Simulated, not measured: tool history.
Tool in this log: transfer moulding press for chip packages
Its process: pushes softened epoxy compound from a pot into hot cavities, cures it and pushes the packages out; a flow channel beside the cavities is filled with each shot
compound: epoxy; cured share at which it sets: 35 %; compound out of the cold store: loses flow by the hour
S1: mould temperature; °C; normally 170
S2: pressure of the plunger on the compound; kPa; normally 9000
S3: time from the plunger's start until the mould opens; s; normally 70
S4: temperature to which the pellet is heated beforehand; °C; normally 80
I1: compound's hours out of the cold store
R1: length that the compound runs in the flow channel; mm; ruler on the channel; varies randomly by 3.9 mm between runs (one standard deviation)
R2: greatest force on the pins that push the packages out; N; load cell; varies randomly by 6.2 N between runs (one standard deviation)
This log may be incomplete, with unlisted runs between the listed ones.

run,day,S1,S2,S3,S4,I1,R1,R2
1,0,170,9000,70,80,18.4,817,415
# day 0.288: cavities cleaned with cleaning compound and waxed
2,0.85,162,9000,70,80,44.6,785,521
3,1.583,162,9000,70,80,28.6,819,652
4,2.221,162,9000,70,80,23.1,829,729
# day 2.792: plunger's sealing rings changed
5,3.112,169,9000,70,80,27.9,851,449
# day 3.625: cavities cleaned with cleaning compound and waxed
6,3.775,169,9000,70,80,30.3,840,271
7,4.121,170,9000,70,80,18.4,861,298
8,4.917,170,9000,70,75,20,863,360
9,5.325,170,9000,61,80,33.8,825,513
# day 5.458: mould's thermocouples calibrated
10,6.233,170,9000,55,80,31.3,827,748
# day 6.767: mould's thermocouples calibrated, once more
11,6.788,170,9000,89,84,33.6,823,297
# day 6.996: cavities cleaned with cleaning compound and waxed
12,7.412,170,9000,89,84,16.3,857,203
13,7.796,170,9000,89,84,34.4,815,238
14,8.321,170,9000,89,71,24.3,839,257
15,8.871,170,9000,89,71,12.2,865,276
16,9.492,170,8210,58,80,18.2,813,671
# day 10.208: cavities cleaned with cleaning compound and waxed
17,10.342,170,9370,81,80,11.4,878,204
18,10.962,170,9370,81,80,45.2,793,240
19,11.488,173,10670,81,80,46.5,832,253

3 ways to go on from here, each from the tool as it stands after run 19. What would each give?
A,12.171,167,10670,81,80,21.7,?,?
B,12.171,170,7180,70,80,26.8,?,?
C,12.171,168,10670,89,84,46.3,?,?

run,R1,R2
A,925,361
B,737,385
C,848,307
Stripped of hidden state, with their random variation kept, the same runs would have yielded:
run,R1,R2
A,961,214
B,766,229
C,881,184
